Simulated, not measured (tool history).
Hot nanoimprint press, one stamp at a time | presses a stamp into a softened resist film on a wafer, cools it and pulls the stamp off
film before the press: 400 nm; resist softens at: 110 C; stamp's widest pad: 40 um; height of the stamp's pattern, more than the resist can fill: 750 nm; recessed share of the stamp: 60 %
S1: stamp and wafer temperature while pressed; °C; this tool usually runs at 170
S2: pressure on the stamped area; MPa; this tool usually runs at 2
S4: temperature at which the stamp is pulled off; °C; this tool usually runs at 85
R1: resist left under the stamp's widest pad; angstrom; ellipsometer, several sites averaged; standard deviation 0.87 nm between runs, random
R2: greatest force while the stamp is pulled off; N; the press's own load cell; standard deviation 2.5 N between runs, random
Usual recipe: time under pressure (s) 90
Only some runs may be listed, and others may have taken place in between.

Run 1, hour 0: usual settings. Result: R1 1895 angstrom, R2 281 N.
At hour 11.3: stamp cleaned and given a new release coat.
Run 2, hour 52.4: usual settings. Result: R1 1887 angstrom, R2 239 N.
Run 3, hour 115: usual settings but S1 179 °C. Result: R1 1143 angstrom, R2 252 N.
Run 4, hour 184.8: usual settings but S1 180 °C. Result: R1 1073 angstrom, R2 267 N.
Run 5, hour 227.1: usual settings but S1 180 °C. Result: R1 1067 angstrom, R2 276 N.
At hour 241.7: stamp cleaned and given a new release coat.
Run 6, hour 315.2: usual settings but S1 177 °C. Result: R1 1262 angstrom, R2 246 N.
At hour 347: press's hydraulic seals changed and the load cell set to zero.
Run 7, hour 384.2: usual settings. Result: R1 1774 angstrom, R2 255 N.
Run 8, hour 449.4: usual settings. Result: R1 1760 angstrom, R2 267 N.
At hour 485.2: stamp cleaned and given a new release coat.
Run 9, hour 503.4: usual settings but S4 81 °C. Result: R1 1765 angstrom, R2 260 N.
Run 10, hour 592.4: usual settings but S4 81 °C. Result: R1 1748 angstrom, R2 277 N.
Run 11, hour 666.1: usual settings but S4 81 °C. Result: R1 1743 angstrom, R2 295 N.
At hour 721.2: stamp cleaned and given a new release coat.
Run 12, hour 753: usual settings but S4 81 °C. Result: R1 1746 angstrom, R2 262 N.
At hour 784.2: plate thermocouple calibrated.
Run 13, hour 807.2: usual settings but S4 81 °C. Result: R1 1558 angstrom, R2 255 N.
Run 14, hour 898.7: usual settings but time under pressure (s) 125. Result: R1 1340 angstrom, R2 243 N.
At hour 957.4: stamp cleaned and given a new release coat.
Run 15, hour 984.9: usual settings but S2 1.52 MPa, time under pressure (s) 125. Result: R1 1532 angstrom, R2 213 N.
Run 16, hour 1044.3: usual settings but S2 2.38 MPa, S4 73 °C. Result: R1 1433 angstrom, R2 316 N.
Run 17, hour 1091.1: usual settings but S2 2.38 MPa, S4 73 °C. Result: R1 1417 angstrom, R2 326 N.
Run 18, hour 1168.1: usual settings but S1 178 °C, S2 2.1 MPa, time under pressure (s) 175, S4 90 °C. Result: R1 702 angstrom, R2 203 N.
At hour 1192: stamp cleaned and given a new release coat.
Run 19, hour 1238.9: usual settings but S1 178 °C. Result: R1 963 angstrom, R2 215 N.
Run 20, hour 1294.4: usual settings but S1 178 °C. Result: R1 967 angstrom, R2 227 N.
At hour 1332: plate thermocouple calibrated, once more.
Run 21, hour 1376.2: usual settings but S1 178 °C, S2 3.07 MPa, time under pressure (s) 142, S4 82 °C. Result: R1 836 angstrom, R2 303 N.
Run 22, hour 1417.6: usual settings but S1 167 °C, time under pressure (s) 50, S4 88 °C. Result: R1 2739 angstrom, R2 260 N.
At hour 1428.8: stamp cleaned and given a new release coat.
Run 23, hour 1508.5: usual settings but S1 163 °C, time under pressure (s) 60. Result: R1 3008 angstrom, R2 255 N.
Run 24, hour 1562.9: usual settings but S1 174 °C, S2 1.39 MPa. Result: R1 1815 angstrom, R2 268 N.
At hour 1661: stamp cleaned and given a new release coat.
Run 25, hour 1661: usual settings but S1 179 °C, time under pressure (s) 115, S4 87 °C. Result: R1 1038 angstrom, R2 224 N.
Run 26, hour 1750.7: usual settings but S1 179 °C, S2 2.07 MPa, time under pressure (s) 115, S4 81 °C. Result: R1 1027 angstrom, R2 278 N.
Run 27, hour 1818.9: usual settings but S1 179 °C, S2 2.07 MPa, time under pressure (s) 115, S4 81 °C. Result: R1 1011 angstrom, R2 301 N.
Run 28, hour 1870.3: usual settings but S1 172 °C, S2 2.34 MPa, time under pressure (s) 174, S4 89 °C. Result: R1 1206 angstrom, R2 246 N.
At hour 1891.4: stamp cleaned and given a new release coat.
Run 29, hour 1915.3: usual settings but S1 172 °C, S2 2.34 MPa, time under pressure (s) 174, S4 89 °C. Result: R1 1207 angstrom, R2 206 N.

Below are 3 alternative next runs, each starting from the tool's condition after run 29. Predict each:
Run A, hour 1960.6: usual settings but S1 161 °C, S2 2.34 MPa, time under pressure (s) 91, S4 89 °C. Result: R1 ?, R2 ?.
Run B, hour 1960.6: usual settings but S1 172 °C, S2 1.41 MPa, time under pressure (s) 135, S4 78 °C. Result: R1 ?, R2 ?.
Run C, hour 1960.6: usual settings but time under pressure (s) 74, S4 73 °C. Result: R1 ?, R2 ?.

run    R1   R2
  A  2768  216
  B  1663  293
  C  2040  340
Take away the tool's hidden state, keep each run's random variation, and the runs would have read:
run    R1   R2
  A  2826  211
  B  1727  283
  C  2097  328
